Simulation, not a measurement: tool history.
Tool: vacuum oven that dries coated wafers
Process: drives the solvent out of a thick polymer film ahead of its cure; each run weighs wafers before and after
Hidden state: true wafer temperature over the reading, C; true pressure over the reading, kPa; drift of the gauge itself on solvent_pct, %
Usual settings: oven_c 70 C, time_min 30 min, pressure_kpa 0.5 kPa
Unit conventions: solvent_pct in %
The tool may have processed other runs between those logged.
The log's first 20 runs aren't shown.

| run | hour | oven_c | time_min | pressure_kpa | hours of work since the thermocouples were calibrated | hours of work since the vacuum gauge was cleaned of residue | solvent_pct |
|---|---|---|---|---|---|---|---|
| 21 | 260.1 | 58 | 48 | 1.404 | 430 | 360 | 2.67 |
| 22 | 270.7 | 84 | 20 | 1.038 | 436 | 366 | 1 |
| 23 | 279.7 | 74 | 20 | 0.299 | 441 | 371 | 2.35 |
| 24 | 290 | 74 | 20 | 0.299 | 447 | 377 | 2.43 |
| 25 | 299.1 | 74 | 35 | 0.299 | 452 | 382 | 0.65 |
| 26 | 314.7 | 58 | 24 | 0.5 | 461 | 391 | 5.91 |
| 27 | 327.6 | 66 | 47 | 1.348 | 468 | 398 | 1.35 |
| 28 | 338.2 | 66 | 23 | 0.278 | 474 | 404 | 3.62 |
| 29 | 346.2 | 57 | 48 | 1.276 | 478 | 409 | 2.91 |
| 30 | 364.4 | 70 | 37 | 1.835 | 489 | 419 | 1.5 |
| 31 | 373.2 | 70 | 19 | 0.68 | 494 | 424 | 3.71 |
| 32 | 382.6 | 83 | 29 | 1.343 | 499 | 429 | 0.54 |

Alternative continuations, all from the tool just after run 32; predict every row:
| A | 399.3 | 70 | 51 | 0.377 | 508 | 439 | ? |
| B | 399.3 | 61 | 30 | 0.5 | 508 | 439 | ? |
| C | 399.3 | 69 | 29 | 0.385 | 508 | 439 | ? |
| D | 399.3 | 59 | 33 | 1.194 | 508 | 439 | ? |

| run | solvent_pct |
|---|---|
| A | 0.4 |
| B | 3.62 |
| C | 1.84 |
| D | 3.91 |
With no hidden state in the tool, these same runs would have given:
| run | solvent_pct |
|---|---|
| A | 0.26 |
| B | 3.15 |
| C | 1.52 |
| D | 3.42 |
